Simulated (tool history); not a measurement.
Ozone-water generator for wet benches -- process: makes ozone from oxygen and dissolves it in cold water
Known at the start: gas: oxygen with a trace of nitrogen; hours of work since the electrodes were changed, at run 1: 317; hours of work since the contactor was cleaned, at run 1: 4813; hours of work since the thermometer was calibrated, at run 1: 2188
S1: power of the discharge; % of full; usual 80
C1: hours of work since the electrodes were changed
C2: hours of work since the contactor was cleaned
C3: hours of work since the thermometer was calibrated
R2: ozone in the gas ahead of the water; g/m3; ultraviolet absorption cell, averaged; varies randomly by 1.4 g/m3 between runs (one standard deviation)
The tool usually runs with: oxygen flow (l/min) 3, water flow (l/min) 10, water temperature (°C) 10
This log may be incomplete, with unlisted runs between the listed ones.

Run 1, hour 0: usual settings; C1 317; C2 4813; C3 2188. Result: dissolved ozone (ppm) 36.3, R2 267.1 g/m3.
Run 2, hour 32.9: usual settings but S1 81 % of full; C1 347; C2 4844; C3 2218. Result: dissolved ozone (ppm) 36.5, R2 268.8 g/m3.
Run 3, hour 66.1: usual settings but S1 81 % of full; C1 378; C2 4874; C3 2249. Result: dissolved ozone (ppm) 36.9, R2 271.3 g/m3.
Run 4, hour 92.2: usual settings but S1 56 % of full; C1 402; C2 4898; C3 2273. Result: dissolved ozone (ppm) 26.8, R2 196.8 g/m3.
Run 5, hour 136.3: usual settings but S1 82 % of full; C1 443; C2 4939; C3 2314. Result: dissolved ozone (ppm) 37.4, R2 272 g/m3.
Run 6, hour 174.4: usual settings but oxygen flow (l/min) 2.74; C1 478; C2 4974; C3 2349. Result: dissolved ozone (ppm) 36.6, R2 280.7 g/m3.
Run 7, hour 216: usual settings; C1 517; C2 5013; C3 2387. Result: dissolved ozone (ppm) 36.4, R2 264.9 g/m3.
Run 8, hour 258.3: usual settings; C1 556; C2 5052; C3 2426. Result: dissolved ozone (ppm) 36.5, R2 262.6 g/m3.
Run 9, hour 297.7: usual settings; C1 592; C2 5088; C3 2463. Result: dissolved ozone (ppm) 36.9, R2 263.1 g/m3.
Run 10, hour 339.2: usual settings but water temperature (°C) 5; C1 630; C2 5126; C3 2501. Result: dissolved ozone (ppm) 38.6, R2 264.9 g/m3.
Run 11, hour 379.8: usual settings but water temperature (°C) 5; C1 668; C2 5164; C3 2539. Result: dissolved ozone (ppm) 38.6, R2 263.6 g/m3.
At hour 385.8: contactor cleaned.
Run 12, hour 411.3: usual settings but water temperature (°C) 5; C1 693; C2 24; C3 2564. Result: dissolved ozone (ppm) 40.4, R2 264.8 g/m3.
Run 13, hour 445.7: usual settings; C1 725; C2 55; C3 2596. Result: dissolved ozone (ppm) 37.5, R2 264.9 g/m3.
At hour 451.8: water thermometer calibrated.
Run 14, hour 469.8: usual settings; C1 747; C2 77; C3 17. Result: dissolved ozone (ppm) 37.7, R2 265.8 g/m3.
Run 15, hour 499.9: usual settings; C1 775; C2 105; C3 44. Result: dissolved ozone (ppm) 37.8, R2 264.9 g/m3.
Run 16, hour 523.3: usual settings; C1 796; C2 127; C3 66. Result: dissolved ozone (ppm) 37.6, R2 263.1 g/m3.
Run 17, hour 544.1: usual settings; C1 815; C2 146; C3 85. Result: dissolved ozone (ppm) 37.8, R2 264.6 g/m3.
Run 18, hour 586.9: usual settings; C1 855; C2 185; C3 125. Result: dissolved ozone (ppm) 37.4, R2 265.7 g/m3.
At hour 590.4: water thermometer calibrated, once more.
Run 19, hour 621.5: usual settings but S1 64 % of full, water flow (l/min) 14, water temperature (°C) 11; C1 887; C2 217; C3 29. Result: dissolved ozone (ppm) 23.9, R2 219.3 g/m3.
Run 20, hour 661.2: usual settings but S1 64 % of full, water flow (l/min) 8, water temperature (°C) 7; C1 923; C2 253; C3 65. Result: dissolved ozone (ppm) 38.2, R2 218.7 g/m3.
Run 21, hour 698.7: usual settings but S1 64 % of full, water flow (l/min) 8, water temperature (°C) 7; C1 958; C2 288; C3 100. Result: dissolved ozone (ppm) 38.3, R2 219.6 g/m3.
Run 22, hour 717.4: usual settings but oxygen flow (l/min) 3.7; C1 975; C2 305; C3 117. Result: dissolved ozone (ppm) 36.8, R2 230.2 g/m3.
Run 23, hour 763.2: usual settings but water flow (l/min) 8, water temperature (°C) 15; C1 1017; C2 348; C3 160. Result: dissolved ozone (ppm) 40.7, R2 262.6 g/m3.
Run 24, hour 782.1: usual settings but water flow (l/min) 8, water temperature (°C) 15; C1 1035; C2 365; C3 177. Result: dissolved ozone (ppm) 40.6, R2 261.7 g/m3.
Run 25, hour 802.8: usual settings but S1 58 % of full, oxygen flow (l/min) 4.13, water flow (l/min) 9, water temperature (°C) 11; C1 1054; C2 384; C3 196. Result: dissolved ozone (ppm) 28.8, R2 164 g/m3.
Run 26, hour 839.1: usual settings but S1 49 % of full, oxygen flow (l/min) 3.45, water flow (l/min) 7; C1 1087; C2 418; C3 230. Result: dissolved ozone (ppm) 30.8, R2 159.2 g/m3.
Run 27, hour 874.8: usual settings but S1 49 % of full, oxygen flow (l/min) 3.45, water flow (l/min) 7; C1 1120; C2 451; C3 263. Result: dissolved ozone (ppm) 30.8, R2 158 g/m3.
Run 28, hour 903.2: usual settings but S1 62 % of full, oxygen flow (l/min) 2.23, water flow (l/min) 7; C1 1147; C2 477; C3 289. Result: dissolved ozone (ppm) 40.9, R2 258.9 g/m3.
Run 29, hour 942.1: usual settings but S1 62 % of full, oxygen flow (l/min) 2.23, water flow (l/min) 7; C1 1183; C2 513; C3 325. Result: dissolved ozone (ppm) 40.3, R2 260.1 g/m3.
Run 30, hour 986.7: usual settings but S1 62 % of full, oxygen flow (l/min) 2.23, water flow (l/min) 7; C1 1224; C2 554; C3 366. Result: dissolved ozone (ppm) 40.5, R2 260.2 g/m3.
Run 31, hour 1021.7: usual settings but S1 57 % of full, water flow (l/min) 11, water temperature (°C) 18; C1 1256; C2 586; C3 398. Result: dissolved ozone (ppm) 23.7, R2 198.4 g/m3.
Run 32, hour 1054.1: usual settings but S1 57 % of full, water flow (l/min) 11, water temperature (°C) 18; C1 1286; C2 616; C3 428. Result: dissolved ozone (ppm) 23.5, R2 198 g/m3.

Per-run results on a tool with no hidden state, each run keeping its own random variation:
Unlogged tool condition in this case: yield of the discharge, % of new electrodes'; contactor's efficiency, % of a clean one's; true water temperature over the reading, C; drift of the gauge itself on ozone_ppm, %; drift of the gauge itself on gas_g_m3, %.
run  dissolved ozone (ppm)     R2
  1                   37.9  267.7
  2                   38.2  269.5
  3                   38.6  272.2
  4                   28.1  197.3
  5                   39.2  273.2
  6                   38.4    282
  7                   38.2  266.3
  8                   38.4    264
  9                   38.7  264.7
 10                   40.6  266.6
 11                   40.7  265.4
 12                   40.8  266.7
 13                   37.9    267
 14                   38.2  267.9
 15                   38.2  267.1
 16                   38.1  265.4
 17                   38.3  266.9
 18                   37.9  268.2
 19                   24.1  221.1
 20                   38.7  220.6
 21                   38.7  221.6
 22                   37.3  232.7
 23                   41.3  265.7
 24                   41.2  264.8
 25                   29.2  165.5
 26                   31.2  160.4
 27                   31.1  159.3
 28                   41.5  261.7
 29                   40.9    263
 30                   41.2  263.3
 31                   24.1  200.6
 32                   23.9  200.3

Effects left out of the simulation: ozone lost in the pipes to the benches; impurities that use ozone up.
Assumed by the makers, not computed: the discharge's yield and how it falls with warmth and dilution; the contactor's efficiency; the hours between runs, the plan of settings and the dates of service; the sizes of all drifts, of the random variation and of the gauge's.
